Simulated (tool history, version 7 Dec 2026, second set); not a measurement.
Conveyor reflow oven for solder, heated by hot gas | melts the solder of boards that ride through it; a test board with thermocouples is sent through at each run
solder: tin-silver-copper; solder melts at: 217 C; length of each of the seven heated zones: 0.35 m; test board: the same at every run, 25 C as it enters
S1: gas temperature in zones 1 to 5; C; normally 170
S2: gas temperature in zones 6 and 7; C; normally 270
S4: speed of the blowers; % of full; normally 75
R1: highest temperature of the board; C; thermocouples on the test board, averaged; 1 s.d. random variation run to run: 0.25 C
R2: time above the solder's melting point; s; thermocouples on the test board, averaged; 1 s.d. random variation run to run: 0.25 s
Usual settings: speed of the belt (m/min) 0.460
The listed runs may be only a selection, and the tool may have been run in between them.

Run 1, hour 0.0: usual settings. Result: R1 253.9 C, R2 69.0 s.
Run 2, hour 23.7: usual settings. Result: R1 253.7 C, R2 68.6 s.
Run 3, hour 58.4: usual settings. Result: R1 254.0 C, R2 68.3 s.
Run 4, hour 109.0: usual settings. Result: R1 256.8 C, R2 71.6 s.
Run 5, hour 130.8: usual settings. Result: R1 256.3 C, R2 71.4 s.
Run 6, hour 159.7: usual settings but S1 158 C. Result: R1 254.6 C, R2 65.7 s.
Run 7, hour 185.7: usual settings but S1 158 C. Result: R1 254.5 C, R2 65.3 s.
Run 8, hour 222.9: usual settings but S1 158 C. Result: R1 254.2 C, R2 65.3 s.
Run 9, hour 272.9: usual settings but S1 158 C. Result: R1 254.6 C, R2 65.5 s.
Run 10, hour 324.0: usual settings but S1 160 C. Result: R1 254.3 C, R2 65.6 s.
Run 11, hour 357.0: usual settings but S1 160 C. Result: R1 254.2 C, R2 65.8 s.
Run 12, hour 402.5: usual settings but S2 274 C. Result: R1 258.9 C, R2 73.7 s.
Run 13, hour 451.0: usual settings but S2 274 C. Result: R1 259.4 C, R2 72.9 s.
Run 14, hour 499.4: usual settings but S2 274 C. Result: R1 258.7 C, R2 72.7 s.
Run 15, hour 525.1: usual settings but S2 274 C, S4 71 % of full. Result: R1 257.9 C, R2 72.1 s.
Run 16, hour 556.1: usual settings but S1 176 C, speed of the belt (m/min) 0.487. Result: R1 254.6 C, R2 67.8 s.
Run 17, hour 589.2: usual settings but S1 181 C, S2 278 C, speed of the belt (m/min) 0.461, S4 62 % of full. Result: R1 261.2 C, R2 78.3 s.
Run 18, hour 639.4: usual settings but S1 176 C, S2 285 C, speed of the belt (m/min) 0.389, S4 57 % of full. Result: R1 268.7 C, R2 94.4 s.
Run 19, hour 678.1: usual settings but S1 176 C, S2 285 C, speed of the belt (m/min) 0.389, S4 57 % of full. Result: R1 268.4 C, R2 94.8 s.
Run 20, hour 721.1: usual settings but S1 176 C, S2 285 C, speed of the belt (m/min) 0.453, S4 57 % of full. Result: R1 264.7 C, R2 78.5 s.
Run 21, hour 771.4: usual settings but S1 176 C, S2 260 C, speed of the belt (m/min) 0.467, S4 54 % of full. Result: R1 242.0 C, R2 56.4 s.
Run 22, hour 793.7: usual settings but S1 176 C, S2 260 C, speed of the belt (m/min) 0.467, S4 54 % of full. Result: R1 241.9 C, R2 56.2 s.

Put back what was entered between runs (4 entries, withheld): which listed runs does each sit between, and how does the hidden state differ from the listed run before to the listed run after?
From run 3 to run 4: flux residue cleaned out of gas plates and filters (hour 87.7)
  heat that the gas passes to the board, % of a clean oven's: 89.7 -> 99.5; belt's true speed, % of the reading: 98.59 -> 98.55; true gas temperature in zones 6 and 7 over the reading, C: 1.42 -> 1.49
  measured minus no-state result, R1: -1.3 -> +1.6 C; R2: -0.8 -> +2.3 s
From run 17 to run 18: thermocouples of zones 6 and 7 changed (hour 600.4); belt drive overhauled, speed set with a stopwatch (hour 639.3)
  heat that the gas passes to the board, % of a clean oven's: 91.7 -> 91; belt's true speed, % of the reading: 98.16 -> 100.02; true gas temperature in zones 6 and 7 over the reading, C: 2.16 -> 0.29
  measured minus no-state result, R1: +0.3 -> -1.9 C; R2: +1.3 -> -1.4 s
From run 19 to run 20: flux residue cleaned out of gas plates and filters (hour 690.5)
  heat that the gas passes to the board, % of a clean oven's: 90.4 -> 99.4; belt's true speed, % of the reading: 99.99 -> 99.96; true gas temperature in zones 6 and 7 over the reading, C: 0.35 -> 0.39
  measured minus no-state result, R1: -1.9 -> +0.2 C; R2: -1.5 -> +0.2 s

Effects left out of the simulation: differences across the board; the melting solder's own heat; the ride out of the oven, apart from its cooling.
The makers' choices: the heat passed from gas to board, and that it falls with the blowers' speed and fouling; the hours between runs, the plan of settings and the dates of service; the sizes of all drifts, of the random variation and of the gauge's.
